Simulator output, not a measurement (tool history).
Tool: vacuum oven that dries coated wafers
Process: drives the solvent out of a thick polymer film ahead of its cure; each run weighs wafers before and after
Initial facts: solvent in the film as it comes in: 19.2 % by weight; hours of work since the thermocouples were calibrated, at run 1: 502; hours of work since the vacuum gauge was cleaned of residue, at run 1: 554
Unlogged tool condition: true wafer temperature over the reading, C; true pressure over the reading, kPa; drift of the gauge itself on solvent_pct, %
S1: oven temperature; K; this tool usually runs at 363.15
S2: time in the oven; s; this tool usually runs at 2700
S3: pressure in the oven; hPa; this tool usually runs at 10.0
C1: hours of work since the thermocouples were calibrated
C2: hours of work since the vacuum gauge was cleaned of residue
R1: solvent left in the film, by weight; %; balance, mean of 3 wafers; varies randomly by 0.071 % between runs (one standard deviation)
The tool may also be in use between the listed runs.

run    hour      S1    S2    S3    C1   C2     R1
  1     0.0  363.15  2700  10.0   502  554   5.74
  2    42.9  363.15  2700  13.1   521  573   6.06
  3    83.6  363.15  4020  13.1   540  592   4.32
  4   109.9  349.15  4020  13.1   552  604   9.89
  5   147.9  363.15  2700  10.0   570  622   5.63
  6   191.6  363.15  2700  10.0   590  642   5.73
  7   226.9  363.15  2700  10.0   606  658   5.78
  8   248.1  363.15  4560  10.0   616  668   3.40
  9   284.4  363.15  2700  10.0   632  684   5.77
 10   307.8  363.15  2700  10.0   643  695   5.75
 11   350.3  363.15  3300  10.0   663  715   4.85
 12   391.0  363.15  2700  10.0   682  734   5.97
 13   421.1  363.15  2700  10.0   695  747   5.95
 14   452.6  363.15  2700  10.0   710  762   5.87
 15   494.9  363.15  2640  10.0   729  781   6.04
 16   522.6  363.15  2640  10.0   742  794   6.07
 17   556.6  363.15  2640  10.0   758  810   5.88
 18   590.3  363.15  2640  10.0   773  825   6.12
 19   629.9  372.15  3540  16.5   792  844   2.69
 20   662.4  358.15  2700  30.6   807  859  10.31
 21   693.6  358.15  2700  30.6   821  873  10.34
 22   727.7  375.15  3540  31.3   837  889   3.48
 23   763.5  375.15  3540  31.3   853  905   3.60
 24   798.1  373.15  1380  27.0   869  921   6.96
      802.8  -- vacuum gauge cleaned of residue and calibrated
 25   826.6  355.15  1500  10.0   881   11  12.06
 26   852.0  363.15  2700  13.8   893   23   6.57
 27   873.7  363.15  2700  13.8   903   33   6.64
 28   917.4  363.15  2700  13.8   923   53   6.78
 29   953.9  364.15  2520   6.9   940   70   5.83
      978.0  -- vacuum gauge cleaned of residue and calibrated, once more
 30   983.2  364.15  2520   6.9   953    2   5.55
 31  1014.5  364.15  2520   6.9   967   17   5.38
 32  1046.6  376.15  2700   6.1   982   32   1.44
 33  1077.4  376.15  2700   6.1   996   46   1.48
 34  1109.6  376.15  3060  10.6  1011   61   1.57
 35  1148.5  376.15  3060  10.6  1029   78   1.52

Below, each run's measurement less what the same run would have read without the hidden state. Both values contain the same run-to-run variation, but the gauge's scatter may not be the same in both:
run     R1
  1  +0.60
  2  +0.64
  3  +0.62
  4  +0.76
  5  +0.66
  6  +0.69
  7  +0.71
  8  +0.65
  9  +0.73
 10  +0.75
 11  +0.75
 12  +0.79
 13  +0.82
 14  +0.82
 15  +0.84
 16  +0.86
 17  +0.85
 18  +0.89
 19  +0.58
 20  +1.00
 21  +1.01
 22  +0.55
 23  +0.58
 24  +0.87
 25  +0.97
 26  +1.21
 27  +1.23
 28  +1.26
 29  +1.24
 30  +0.69
 31  +0.70
 32  +0.32
 33  +0.33
 34  +0.29
 35  +0.30
